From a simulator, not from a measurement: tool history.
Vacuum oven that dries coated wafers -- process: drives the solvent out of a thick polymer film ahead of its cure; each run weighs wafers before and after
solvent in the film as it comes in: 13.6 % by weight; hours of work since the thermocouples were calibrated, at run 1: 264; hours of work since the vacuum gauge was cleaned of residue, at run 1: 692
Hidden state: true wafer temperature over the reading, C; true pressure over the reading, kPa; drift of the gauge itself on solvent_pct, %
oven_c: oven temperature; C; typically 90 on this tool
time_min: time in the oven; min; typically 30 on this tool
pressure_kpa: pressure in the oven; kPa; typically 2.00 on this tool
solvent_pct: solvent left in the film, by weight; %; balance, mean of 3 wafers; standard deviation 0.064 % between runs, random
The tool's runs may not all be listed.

run     day  oven_c  time_min  pressure_kpa  hours of work since the thermocouples were calibrated  hours of work since the vacuum gauge was cleaned of residue  solvent_pct
  1   0.000      90        30          2.00                                                    264                                                          692         4.73
  2   2.467      90        30          2.00                                                    297                                                          725         4.77
  3   6.858      92        30          2.00                                                    355                                                          783         4.32
  4  11.604      90        30          3.64                                                    417                                                          845         7.75
  5  14.179      82        30          2.00                                                    451                                                          879         7.14
     14.458  -- vacuum gauge cleaned of residue and calibrated
  6  18.746      82        28          6.62                                                    510                                                           57        13.89
  7  22.275      98        24          1.32                                                    557                                                          103         2.90
  8  25.779      83        17          6.68                                                    603                                                          149        13.71
  9  28.292      79        15          1.65                                                    636                                                          182         9.26
     30.729  -- vacuum gauge cleaned of residue and calibrated, once more
 10  32.142      95        15          1.72                                                    686                                                           19         4.19

Each run again, without the hidden state but with its own random variation kept:
run  solvent_pct
  1         4.22
  2         4.23
  3         3.77
  4         7.08
  5         6.31
  6        13.89
  7         2.11
  8        13.71
  9         8.15
 10         4.01

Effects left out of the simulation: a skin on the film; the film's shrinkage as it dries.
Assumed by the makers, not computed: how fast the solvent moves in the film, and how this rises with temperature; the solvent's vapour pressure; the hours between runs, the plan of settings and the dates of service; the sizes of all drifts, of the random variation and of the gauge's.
